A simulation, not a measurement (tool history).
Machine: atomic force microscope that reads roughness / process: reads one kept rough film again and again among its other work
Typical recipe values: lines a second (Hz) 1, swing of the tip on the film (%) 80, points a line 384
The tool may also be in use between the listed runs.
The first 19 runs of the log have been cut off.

run	hour	lines a second (Hz)	swing of the tip on the film (%)	points a line	pictures with this tip	hours of work since the height scale was calibrated	roughness of the kept film (nm (root mean square))
20	823.9	1	63	534	103	1290	3.314
21	873.1	0.58	85	278	161	1316	3.108
22	924	3.12	78	511	220	1343	2.801
# hour 978.2: new tip fitted
23	978.2	3.12	78	511	0	1372	3.406
24	1028.9	3.12	78	511	59	1399	3.239
# hour 1034.5: height scale calibrated on a step standard
25	1065.7	1.76	80	655	101	17	3.241
26	1098.3	1.76	80	655	139	34	3.101
27	1143.7	1.15	80	342	192	58	2.978
28	1183.5	3.35	58	342	238	79	2.874
# hour 1225.4: new tip fitted
29	1237.2	3.17	64	298	13	107	3.527
# hour 1265.4: height scale calibrated on a step standard, once more
30	1265.7	0.94	85	802	46	0	3.356
31	1289.3	0.68	90	613	73	13	3.275
32	1324.3	1.11	80	354	114	31	3.14
33	1351.2	2.84	80	894	145	46	2.934
34	1380.4	2.84	80	894	179	61	2.863
35	1420	2.84	80	894	226	82	2.74

What will run 36 give?
36	1459	2.1	56	818	271	103	?

roughness of the kept film (nm (root mean square)): 2.82
Had the tool carried no hidden state, the very same run would have given roughness of the kept film (nm (root mean square)) 3.643.
